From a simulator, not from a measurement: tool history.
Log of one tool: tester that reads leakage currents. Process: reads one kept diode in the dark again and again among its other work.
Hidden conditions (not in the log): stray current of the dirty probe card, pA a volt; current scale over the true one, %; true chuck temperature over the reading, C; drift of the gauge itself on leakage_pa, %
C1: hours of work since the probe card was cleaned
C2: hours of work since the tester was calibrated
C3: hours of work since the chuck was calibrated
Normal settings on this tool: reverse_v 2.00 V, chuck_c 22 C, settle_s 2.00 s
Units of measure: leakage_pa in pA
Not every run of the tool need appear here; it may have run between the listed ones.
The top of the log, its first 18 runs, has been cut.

Run 19, hour 557.3: usual settings; C1 48; C2 861; C3 629. Result: leakage_pa 84.10 pA.
At hour 570.6: probe card cleaned and baked, once more.
Run 20, hour 597.0: usual settings; C1 18; C2 885; C3 653. Result: leakage_pa 83.57 pA.
Run 21, hour 624.7: usual settings but reverse_v 1.39 V, chuck_c 43 C; C1 36; C2 904; C3 671. Result: leakage_pa 385.19 pA.
Run 22, hour 656.1: usual settings but reverse_v 5.36 V, settle_s 7.68 s; C1 57; C2 925; C3 692. Result: leakage_pa 123.05 pA.
At hour 678.8: chuck's temperature calibrated.
Run 23, hour 685.9: usual settings but reverse_v 5.36 V, chuck_c 59 C, settle_s 7.68 s; C1 75; C2 943; C3 5. Result: leakage_pa 2248.26 pA.
Run 24, hour 718.5: usual settings but reverse_v 5.36 V, chuck_c 59 C, settle_s 7.68 s; C1 97; C2 965; C3 26. Result: leakage_pa 2236.34 pA.
Run 25, hour 744.3: usual settings but reverse_v 3.51 V, chuck_c 21 C; C1 114; C2 982; C3 43. Result: leakage_pa 105.93 pA.
Run 26, hour 791.0: usual settings but settle_s 0.55 s; C1 145; C2 1013; C3 74. Result: leakage_pa 92.17 pA.
Run 27, hour 814.9: usual settings but reverse_v 2.36 V, settle_s 1.01 s; C1 161; C2 1029; C3 90. Result: leakage_pa 97.46 pA.
Run 28, hour 858.5: usual settings but reverse_v 11.60 V, settle_s 1.84 s; C1 190; C2 1058; C3 119. Result: leakage_pa 185.05 pA.
Run 29, hour 892.5: usual settings but reverse_v 11.60 V, settle_s 1.84 s; C1 212; C2 1080; C3 142. Result: leakage_pa 187.18 pA.
Run 30, hour 936.1: usual settings but reverse_v 11.60 V, settle_s 1.84 s; C1 241; C2 1109; C3 171. Result: leakage_pa 184.27 pA.
Run 31, hour 975.2: usual settings but reverse_v 3.50 V, chuck_c 44 C, settle_s 1.84 s; C1 267; C2 1135; C3 197. Result: leakage_pa 636.12 pA.
Run 32, hour 1004.7: usual settings but reverse_v 12.44 V; C1 287; C2 1155; C3 216. Result: leakage_pa 188.19 pA.
Run 33, hour 1038.1: usual settings but reverse_v 10.92 V, chuck_c 57 C, settle_s 2.17 s; C1 309; C2 1177; C3 238. Result: leakage_pa 2531.80 pA.
Run 34, hour 1061.9: usual settings but reverse_v 1.53 V, chuck_c 23 C, settle_s 2.01 s; C1 325; C2 1193; C3 254. Result: leakage_pa 86.57 pA.
Run 35, hour 1095.2: usual settings but reverse_v 1.59 V, chuck_c 31 C; C1 347; C2 1215; C3 276. Result: leakage_pa 168.55 pA.
Run 36, hour 1118.5: usual settings but reverse_v 1.40 V, chuck_c 41 C; C1 362; C2 1230; C3 292. Result: leakage_pa 348.31 pA.
Run 37, hour 1166.6: usual settings but reverse_v 1.40 V, chuck_c 41 C; C1 394; C2 1262; C3 324. Result: leakage_pa 344.13 pA.
Run 38, hour 1207.5: usual settings but reverse_v 1.89 V, chuck_c 30 C; C1 421; C2 1289; C3 351. Result: leakage_pa 164.96 pA.
Run 39, hour 1249.1: usual settings but reverse_v 5.93 V, chuck_c 47 C, settle_s 1.31 s; C1 449; C2 1317; C3 378. Result: leakage_pa 951.64 pA.

Consider 5 possible next runs. They are alternatives, not a sequence: every one starts from the tool as it was left by run 39. What does each give?
Run A, hour 1297.7: usual settings but reverse_v 1.12 V, chuck_c 54 C, settle_s 0.54 s; C1 481; C2 1349; C3 411. Result: leakage_pa ?.
Run B, hour 1297.7: usual settings but reverse_v 8.69 V, chuck_c 25 C, settle_s 1.32 s; C1 481; C2 1349; C3 411. Result: leakage_pa ?.
Run C, hour 1297.7: usual settings but reverse_v 5.93 V, chuck_c 23 C, settle_s 0.59 s; C1 481; C2 1349; C3 411. Result: leakage_pa ?.
Run D, hour 1297.7: usual settings but reverse_v 5.93 V, chuck_c 47 C, settle_s 0.38 s; C1 481; C2 1349; C3 411. Result: leakage_pa ?.
Run E, hour 1297.7: usual settings but reverse_v 5.93 V, chuck_c 31 C, settle_s 0.36 s; C1 481; C2 1349; C3 411. Result: leakage_pa ?.

run  leakage_pa
  A      797.58
  B      201.68
  C      148.14
  D      956.03
  E      284.39
Without the tool's hidden state the same runs would have given:
run  leakage_pa
  A      847.02
  B      214.92
  C      158.02
  D     1016.77
  E      303.42
